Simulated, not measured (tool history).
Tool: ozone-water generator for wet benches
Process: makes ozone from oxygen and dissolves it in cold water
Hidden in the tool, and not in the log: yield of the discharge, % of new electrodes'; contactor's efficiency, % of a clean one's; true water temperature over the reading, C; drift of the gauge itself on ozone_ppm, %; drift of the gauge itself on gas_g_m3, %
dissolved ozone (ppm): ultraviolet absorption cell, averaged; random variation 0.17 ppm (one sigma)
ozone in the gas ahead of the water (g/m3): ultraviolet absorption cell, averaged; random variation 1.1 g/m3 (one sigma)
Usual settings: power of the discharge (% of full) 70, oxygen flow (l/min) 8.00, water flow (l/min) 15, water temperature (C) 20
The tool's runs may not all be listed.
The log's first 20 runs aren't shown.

run    hour  power of the discharge (% of full)  oxygen flow (l/min)  water flow (l/min)  water temperature (C)  hours of work since the electrodes were changed  hours of work since the contactor was cleaned  hours of work since the thermometer was calibrated  dissolved ozone (ppm)  ozone in the gas ahead of the water (g/m3)
 21  1723.6                                  70                 7.11                  15                     13                                             3193                                            219                                                2252                   26.5                                       205.7
 22  1808.8                                  70                13.24                  10                     20                                             3251                                            277                                                2310                   28.3                                       169.8
 23  1916.0                                  48                 8.00                  15                     26                                             3323                                            349                                                2382                   15.2                                       150.2
 24  1997.8                                  49                 8.00                  19                     20                                             3378                                            404                                                2437                   15.3                                       152.8
 25  2090.0                                  64                12.81                  18                     17                                             3440                                            466                                                2499                   21.1                                       161.2
 26  2218.2                                  64                 9.31                  18                     12                                             3526                                            552                                                2585                   22.7                                       178.2
 27  2293.4                                  59                 8.00                  19                     20                                             3577                                            603                                                2636                   17.5                                       175.5
 28  2369.2                                  59                 8.00                  19                     20                                             3627                                            654                                                2687                   17.6                                       175.1
 29  2489.6                                  59                 8.23                  16                     13                                             3709                                            735                                                2768                   22.5                                       173.5
 30  2614.6                                  59                 8.23                  15                     13                                             3793                                            819                                                2852                   23.0                                       175.2
 31  2735.3                                  55                 4.30                  15                     14                                             3874                                            900                                                2933                   19.7                                       203.2
 32  2790.0                                  55                 4.30                  15                     14                                             3911                                            937                                                2970                   19.8                                       202.4

Forecast each of these 3 alternatives for the next run:
  A  2846.6                                  48                 8.00                  15                     20                                             3949                                            975                                                3008                      ?                                           ?
  B  2846.6                                  70                 8.00                  10                     24                                             3949                                            975                                                3008                      ?                                           ?
  C  2846.6                                  90                12.39                  16                     14                                             3949                                            975                                                3008                      ?                                           ?

run  dissolved ozone (ppm)  ozone in the gas ahead of the water (g/m3)
  A                   17.4                                       148.9
  B                   26.7                                       203.4
  C                   31.3                                       213.2
Without the tool's hidden state the same runs would have given:
run  dissolved ozone (ppm)  ozone in the gas ahead of the water (g/m3)
  A                   17.4                                       144.9
  B                   26.7                                       198.0
  C                   31.4                                       207.6
